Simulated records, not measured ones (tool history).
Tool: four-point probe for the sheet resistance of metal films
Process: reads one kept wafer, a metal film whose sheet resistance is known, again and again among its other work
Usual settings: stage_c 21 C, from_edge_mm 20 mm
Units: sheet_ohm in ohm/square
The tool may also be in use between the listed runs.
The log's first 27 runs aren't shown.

run,hour,stage_c,from_edge_mm,sheet_ohm
28,677.2,28,47,0.719143
29,708.9,28,47,0.719329
30,746.4,22,7,0.724406
31,762.1,22,7,0.724756
32,782.9,20,31,0.722498
33,803.5,20,31,0.722266
34,825.9,20,31,0.722457
35,860.5,24,3,0.738137
36,898.1,26,17,0.720795
37,916.9,28,20,0.72005
38,947.7,19,10,0.724599
39,979.7,26,9,0.722219
40,996.1,22,52,0.721935
41,1028.2,22,52,0.722013
42,1046.5,22,8,0.724285
43,1077.9,22,5,0.728433
44,1108.5,22,13,0.722973

Forecast each of these 3 alternatives for the next run:
A,1141.3,18,20,?
B,1141.3,22,6,?
C,1141.3,19,13,?

run,sheet_ohm
A,0.723871
B,0.726332
C,0.724085
Without the tool's hidden state the same runs would have given:
run,sheet_ohm
A,0.718507
B,0.720959
C,0.718722

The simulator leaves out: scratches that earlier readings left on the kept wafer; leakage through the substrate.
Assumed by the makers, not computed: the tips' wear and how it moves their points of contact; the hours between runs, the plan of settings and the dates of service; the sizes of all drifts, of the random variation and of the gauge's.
